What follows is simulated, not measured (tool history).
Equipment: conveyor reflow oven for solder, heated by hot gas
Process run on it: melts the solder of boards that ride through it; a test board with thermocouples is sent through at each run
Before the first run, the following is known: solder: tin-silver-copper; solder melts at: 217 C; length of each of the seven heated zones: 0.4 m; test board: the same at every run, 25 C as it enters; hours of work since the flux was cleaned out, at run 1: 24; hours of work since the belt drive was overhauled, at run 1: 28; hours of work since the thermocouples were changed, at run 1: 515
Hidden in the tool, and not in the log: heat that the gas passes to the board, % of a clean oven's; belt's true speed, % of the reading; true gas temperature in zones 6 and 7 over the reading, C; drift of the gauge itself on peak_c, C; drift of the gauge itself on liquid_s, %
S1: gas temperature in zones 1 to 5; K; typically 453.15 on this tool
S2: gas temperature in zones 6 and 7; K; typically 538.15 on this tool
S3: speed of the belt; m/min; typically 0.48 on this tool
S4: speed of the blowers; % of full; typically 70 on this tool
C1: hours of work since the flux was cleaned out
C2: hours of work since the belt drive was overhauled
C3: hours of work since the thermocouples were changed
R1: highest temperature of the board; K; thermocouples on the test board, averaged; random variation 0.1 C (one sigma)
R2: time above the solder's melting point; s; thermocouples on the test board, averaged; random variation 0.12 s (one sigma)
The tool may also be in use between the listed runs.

{"run": 1, "hour": 0.0, "S1": 453.15, "S2": 538.15, "S3": 0.48, "S4": 70, "C1": 24, "C2": 28, "C3": 515, "R1": 528.75, "R2": 82.6}
{"run": 2, "hour": 15.3, "S1": 453.15, "S2": 538.15, "S3": 0.48, "S4": 70, "C1": 34, "C2": 38, "C3": 525, "R1": 528.75, "R2": 82.8}
{"run": 3, "hour": 24.2, "S1": 453.15, "S2": 538.15, "S3": 0.48, "S4": 70, "C1": 39, "C2": 43, "C3": 530, "R1": 528.85, "R2": 82.8}
{"run": 4, "hour": 35.4, "S1": 453.15, "S2": 538.15, "S3": 0.48, "S4": 70, "C1": 46, "C2": 50, "C3": 537, "R1": 528.95, "R2": 82.7}
{"run": 5, "hour": 52.9, "S1": 453.15, "S2": 536.15, "S3": 0.48, "S4": 70, "C1": 57, "C2": 61, "C3": 548, "R1": 526.75, "R2": 81.2}
{"run": 6, "hour": 60.7, "S1": 453.15, "S2": 536.15, "S3": 0.48, "S4": 70, "C1": 62, "C2": 66, "C3": 553, "R1": 526.95, "R2": 81.4}
{"run": 7, "hour": 77.5, "S1": 453.15, "S2": 536.15, "S3": 0.48, "S4": 70, "C1": 72, "C2": 76, "C3": 563, "R1": 526.75, "R2": 81.2}
{"run": 8, "hour": 88.0, "S1": 453.15, "S2": 536.15, "S3": 0.48, "S4": 70, "C1": 79, "C2": 83, "C3": 570, "R1": 526.95, "R2": 81.2}
{"run": 9, "hour": 101.1, "S1": 441.15, "S2": 536.15, "S3": 0.567, "S4": 87, "C1": 87, "C2": 91, "C3": 578, "R1": 523.85, "R2": 61.3}
{"run": 10, "hour": 113.6, "S1": 464.15, "S2": 530.15, "S3": 0.406, "S4": 69, "C1": 95, "C2": 99, "C3": 586, "R1": 525.25, "R2": 103.6}

Forecast run 11:
{"run": 11, "hour": 125.4, "S1": 468.15, "S2": 532.15, "S3": 0.48, "S4": 52, "C1": 102, "C2": 106, "C3": 593, "R1": "?", "R2": "?"}

{"run 11": {"R1": 522.25, "R2": 84.7}}
If the tool had no hidden condition, the same run with the same run-to-run variation would have returned R1 522.35 K, R2 84.9 s.
